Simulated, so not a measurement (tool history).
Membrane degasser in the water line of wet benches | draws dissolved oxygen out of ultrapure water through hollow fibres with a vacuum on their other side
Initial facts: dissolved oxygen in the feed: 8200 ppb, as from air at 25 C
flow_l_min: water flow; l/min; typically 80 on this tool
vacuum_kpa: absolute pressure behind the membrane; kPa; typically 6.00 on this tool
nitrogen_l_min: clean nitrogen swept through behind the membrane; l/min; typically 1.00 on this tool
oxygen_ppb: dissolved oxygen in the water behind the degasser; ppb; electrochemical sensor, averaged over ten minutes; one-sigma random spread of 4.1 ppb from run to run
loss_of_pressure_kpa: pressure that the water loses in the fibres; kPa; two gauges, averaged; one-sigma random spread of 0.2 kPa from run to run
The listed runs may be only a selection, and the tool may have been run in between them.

{"run": 1, "day": 0.0, "flow_l_min": 80, "vacuum_kpa": 6.0, "nitrogen_l_min": 1.0, "oxygen_ppb": 421.3, "loss_of_pressure_kpa": 44.93}
{"run": 2, "day": 2.738, "flow_l_min": 80, "vacuum_kpa": 6.0, "nitrogen_l_min": 1.0, "oxygen_ppb": 416.4, "loss_of_pressure_kpa": 44.24}
{"run": 3, "day": 5.583, "flow_l_min": 80, "vacuum_kpa": 6.0, "nitrogen_l_min": 1.5, "oxygen_ppb": 332.8, "loss_of_pressure_kpa": 44.25}
{"run": 4, "day": 7.925, "flow_l_min": 80, "vacuum_kpa": 6.0, "nitrogen_l_min": 1.5, "oxygen_ppb": 334.5, "loss_of_pressure_kpa": 44.09}
{"run": 5, "day": 9.667, "flow_l_min": 80, "vacuum_kpa": 6.0, "nitrogen_l_min": 1.5, "oxygen_ppb": 337.4, "loss_of_pressure_kpa": 43.9}
{"run": 6, "day": 12.008, "flow_l_min": 80, "vacuum_kpa": 6.0, "nitrogen_l_min": 1.5, "oxygen_ppb": 340.7, "loss_of_pressure_kpa": 43.81}
{"run": 7, "day": 14.458, "flow_l_min": 80, "vacuum_kpa": 6.0, "nitrogen_l_min": 1.5, "oxygen_ppb": 331.9, "loss_of_pressure_kpa": 43.98}
{"run": 8, "day": 17.308, "flow_l_min": 80, "vacuum_kpa": 6.0, "nitrogen_l_min": 1.5, "oxygen_ppb": 337.9, "loss_of_pressure_kpa": 43.8}
{"run": 9, "day": 20.033, "flow_l_min": 97, "vacuum_kpa": 6.0, "nitrogen_l_min": 1.5, "oxygen_ppb": 421.1, "loss_of_pressure_kpa": 52.82}
{"run": 10, "day": 22.492, "flow_l_min": 97, "vacuum_kpa": 6.0, "nitrogen_l_min": 1.5, "oxygen_ppb": 419.9, "loss_of_pressure_kpa": 52.54}
{"run": 11, "day": 23.946, "flow_l_min": 97, "vacuum_kpa": 6.0, "nitrogen_l_min": 1.5, "oxygen_ppb": 423.8, "loss_of_pressure_kpa": 52.52}
{"run": 12, "day": 26.529, "flow_l_min": 97, "vacuum_kpa": 6.0, "nitrogen_l_min": 1.5, "oxygen_ppb": 427.0, "loss_of_pressure_kpa": 52.43}
{"run": 13, "day": 27.788, "flow_l_min": 97, "vacuum_kpa": 6.0, "nitrogen_l_min": 1.5, "oxygen_ppb": 419.3, "loss_of_pressure_kpa": 53.85}
{"run": 14, "day": 30.15, "flow_l_min": 97, "vacuum_kpa": 6.0, "nitrogen_l_min": 1.5, "oxygen_ppb": 416.3, "loss_of_pressure_kpa": 53.64}
{"run": 15, "day": 31.804, "flow_l_min": 97, "vacuum_kpa": 6.0, "nitrogen_l_min": 1.5, "oxygen_ppb": 421.6, "loss_of_pressure_kpa": 53.86}
{"run": 16, "day": 34.671, "flow_l_min": 97, "vacuum_kpa": 6.0, "nitrogen_l_min": 1.5, "oxygen_ppb": 431.9, "loss_of_pressure_kpa": 53.38}
{"run": 17, "day": 37.262, "flow_l_min": 80, "vacuum_kpa": 4.71, "nitrogen_l_min": 0.54, "oxygen_ppb": 342.6, "loss_of_pressure_kpa": 43.89}
{"run": 18, "day": 40.096, "flow_l_min": 80, "vacuum_kpa": 7.43, "nitrogen_l_min": 1.0, "oxygen_ppb": 589.4, "loss_of_pressure_kpa": 43.7}
{"run": 19, "day": 42.354, "flow_l_min": 92, "vacuum_kpa": 7.43, "nitrogen_l_min": 0.43, "oxygen_ppb": 1007.9, "loss_of_pressure_kpa": 49.92}
{"run": 20, "day": 44.325, "flow_l_min": 80, "vacuum_kpa": 12.85, "nitrogen_l_min": 0.72, "oxygen_ppb": 1468.7, "loss_of_pressure_kpa": 43.97}
{"run": 21, "day": 46.142, "flow_l_min": 80, "vacuum_kpa": 12.85, "nitrogen_l_min": 0.72, "oxygen_ppb": 1466.2, "loss_of_pressure_kpa": 43.57}
{"run": 22, "day": 47.521, "flow_l_min": 125, "vacuum_kpa": 6.0, "nitrogen_l_min": 0.9, "oxygen_ppb": 704.9, "loss_of_pressure_kpa": 67.77}
{"run": 23, "day": 49.6, "flow_l_min": 119, "vacuum_kpa": 6.0, "nitrogen_l_min": 1.23, "oxygen_ppb": 590.1, "loss_of_pressure_kpa": 64.35}
{"run": 24, "day": 52.342, "flow_l_min": 119, "vacuum_kpa": 6.0, "nitrogen_l_min": 0.51, "oxygen_ppb": 815.8, "loss_of_pressure_kpa": 64.56}
{"run": 25, "day": 54.729, "flow_l_min": 90, "vacuum_kpa": 6.0, "nitrogen_l_min": 0.47, "oxygen_ppb": 676.2, "loss_of_pressure_kpa": 48.59}
{"run": 26, "day": 57.279, "flow_l_min": 90, "vacuum_kpa": 6.58, "nitrogen_l_min": 0.47, "oxygen_ppb": 788.8, "loss_of_pressure_kpa": 48.32}
{"run": 27, "day": 59.246, "flow_l_min": 90, "vacuum_kpa": 6.58, "nitrogen_l_min": 0.47, "oxygen_ppb": 784.7, "loss_of_pressure_kpa": 48.47}
{"run": 28, "day": 60.725, "flow_l_min": 105, "vacuum_kpa": 5.05, "nitrogen_l_min": 1.05, "oxygen_ppb": 421.4, "loss_of_pressure_kpa": 56.79}
{"run": 29, "day": 63.442, "flow_l_min": 72, "vacuum_kpa": 11.29, "nitrogen_l_min": 1.51, "oxygen_ppb": 739.9, "loss_of_pressure_kpa": 38.46}
{"run": 30, "day": 66.462, "flow_l_min": 112, "vacuum_kpa": 12.86, "nitrogen_l_min": 2.06, "oxygen_ppb": 1029.2, "loss_of_pressure_kpa": 59.64}
{"run": 31, "day": 69.033, "flow_l_min": 118, "vacuum_kpa": 6.0, "nitrogen_l_min": 1.71, "oxygen_ppb": 518.5, "loss_of_pressure_kpa": 62.82}

Removed from this log: 2 entries logged between the listed runs. Between which two listed runs does each belong, and how does the tool's hidden state at the listed run before it compare with that at the listed run after it?
From run 12 to run 13: gauge calibrated (day 27.312)
  drift of the gauge itself on loss_of_pressure_kpa, %: -2.71 -> -0.05
  measured minus no-state result, loss_of_pressure_kpa: -1.45 -> -0.01 kPa
From run 28 to run 29: vacuum gauge calibrated (day 62.271)
  drift of the gauge itself on loss_of_pressure_kpa, %: -3.41 -> -3.69
  measured minus no-state result, loss_of_pressure_kpa: -1.99 -> -1.47 kPa
